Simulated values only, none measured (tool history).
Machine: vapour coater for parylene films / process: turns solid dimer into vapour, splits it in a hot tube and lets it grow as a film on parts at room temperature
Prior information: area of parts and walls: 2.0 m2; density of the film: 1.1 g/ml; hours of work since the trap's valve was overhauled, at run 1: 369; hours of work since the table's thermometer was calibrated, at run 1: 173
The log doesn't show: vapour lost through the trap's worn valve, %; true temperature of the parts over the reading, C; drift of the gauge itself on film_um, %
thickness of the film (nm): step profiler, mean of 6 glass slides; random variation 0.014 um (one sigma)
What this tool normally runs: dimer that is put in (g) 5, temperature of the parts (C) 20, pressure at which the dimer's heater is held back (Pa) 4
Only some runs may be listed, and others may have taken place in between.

run,hour,dimer that is put in (g),temperature of the parts (C),pressure at which the dimer's heater is held back (Pa),hours of work since the trap's valve was overhauled,hours of work since the table's thermometer was calibrated,thickness of the film (nm)
1,0,5,20,4,369,173,1260
2,12,5,20,4,379,182,1290
3,22.3,5,20,4,387,191,1270
4,29.2,5,20,7.34,393,196,1150
# hour 45.3: trap's valve overhauled
5,46.5,5,20,7.34,1,207,1230
6,54.5,5,20,7.34,7,213,1270
7,66.8,5,32,4,17,223,890
8,76.7,5,20,4,25,231,1370
9,83.4,5,20,4,31,237,1350
10,93.9,5,20,4,39,245,1370
11,106,5,20,6.03,49,255,1260
12,113.7,5,20,6.03,55,261,1270
13,126,5,20,6.03,65,271,1240
14,137.7,5,20,6.03,75,281,1260
15,149.5,5,14,6.03,84,290,1550
16,161.2,5,14,6.03,94,300,1540
17,174.7,5,14,6.03,105,311,1600
18,183.6,5,14,6.03,112,318,1570
19,190.6,5,31,2.86,117,323,950
20,202.7,5,12,2.57,127,333,1930
21,212,3,27,3.4,135,341,650
22,227.6,3,27,3.4,147,353,630
23,240.8,5,27,3.4,158,364,1070
24,252.6,5,24,2.22,168,374,1260
25,261.2,5,25,2.63,174,380,1190
26,268.7,5,30,4,181,387,930
27,280.1,6,13,4.42,190,396,2020
28,293.3,6,20,4,200,406,1580
29,307.2,6,20,4,212,418,1580
30,315.8,6,20,4,219,425,1580
31,324.1,5,25,4,225,431,1100
32,335.4,5,25,4,234,441,1100
33,342.4,7,31,2.86,240,446,1300
34,350.2,4,18,6.09,246,452,1030

Run by run, hidden condition taken away, random variation retained:
run,thickness of the film (nm)
1,1370
2,1400
3,1380
4,1260
5,1240
6,1270
7,890
8,1380
9,1370
10,1390
11,1270
12,1290
13,1260
14,1280
15,1580
16,1570
17,1630
18,1610
19,970
20,1980
21,670
22,650
23,1110
24,1310
25,1230
26,970
27,2090
28,1650
29,1650
30,1650
31,1150
32,1150
33,1360
34,1090
